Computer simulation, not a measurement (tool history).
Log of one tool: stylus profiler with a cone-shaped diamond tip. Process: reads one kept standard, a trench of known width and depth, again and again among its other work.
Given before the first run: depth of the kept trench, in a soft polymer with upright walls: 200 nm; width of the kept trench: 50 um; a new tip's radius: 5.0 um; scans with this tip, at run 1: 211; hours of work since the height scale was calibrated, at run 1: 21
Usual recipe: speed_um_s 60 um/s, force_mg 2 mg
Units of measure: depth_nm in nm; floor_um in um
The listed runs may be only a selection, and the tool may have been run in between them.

| run | hour | speed_um_s | force_mg | scans with this tip | hours of work since the height scale was calibrated | depth_nm | floor_um |
|---|---|---|---|---|---|---|---|
| 1 | 0 | 60 | 2 | 211 | 21 | 202.96 | 46.97 |
| 2 | 22.8 | 60 | 2 | 316 | 32 | 202.94 | 46.94 |
| 3 | 61.3 | 60 | 1.08 | 494 | 49 | 201.99 | 46.85 |
| 4 | 99.1 | 199 | 2 | 669 | 67 | 202.96 | 46.39 |
| 5 | 140.3 | 199 | 3.6 | 859 | 86 | 204.46 | 46.55 |
| 6 | 177.6 | 117 | 2 | 1031 | 103 | 202.99 | 46.7 |
| 7 | 195.4 | 60 | 2 | 1113 | 111 | 203.04 | 46.97 |
| 8 | 218.1 | 60 | 0.71 | 1218 | 122 | 201.55 | 46.74 |
| 9 | 242 | 65 | 2 | 1328 | 133 | 202.98 | 46.83 |
| 10 | 266.7 | 19 | 2 | 1442 | 144 | 203.03 | 47.01 |
| 11 | 307.8 | 22 | 2 | 1632 | 164 | 203.09 | 47.09 |
| 12 | 331.7 | 216 | 2 | 1743 | 175 | 203.05 | 46.17 |
| 13 | 367.5 | 26 | 2 | 1908 | 191 | 203.04 | 46.92 |
| 14 | 388.9 | 60 | 1.4 | 2007 | 201 | 202.44 | 46.8 |
| 15 | 424.5 | 60 | 1.4 | 2171 | 218 | 202.42 | 46.74 |
| 16 | 451.4 | 60 | 1.4 | 2295 | 230 | 202.48 | 46.78 |
| 17 | 481.4 | 234 | 1.15 | 2434 | 244 | 202.15 | 45.91 |
| 18 | 516 | 234 | 2.38 | 2594 | 260 | 203.45 | 46.19 |
|  | 518.3 | height scale calibrated on a step standard |
| 19 | 534.6 | 127 | 3.65 | 2677 | 8 | 204.64 | 46.7 |
| 20 | 560.5 | 127 | 3.65 | 2797 | 20 | 204.63 | 46.7 |
| 21 | 600 | 127 | 3.65 | 2979 | 38 | 204.64 | 46.64 |
| 22 | 621.3 | 127 | 3.65 | 3078 | 48 | 204.64 | 46.64 |
| 23 | 647.2 | 198 | 5.05 | 3197 | 60 | 205.74 | 46.47 |

What does the tool deliver on the next run?
| 24 | 670 | 97 | 4.84 | 3303 | 70 | ? | ? |

Run 24 came out at depth_nm 205.61 nm, floor_um 46.77 um.
Minus the tool's unlogged condition, the same run would have read depth_nm 205.38 nm, floor_um 46.97 um.
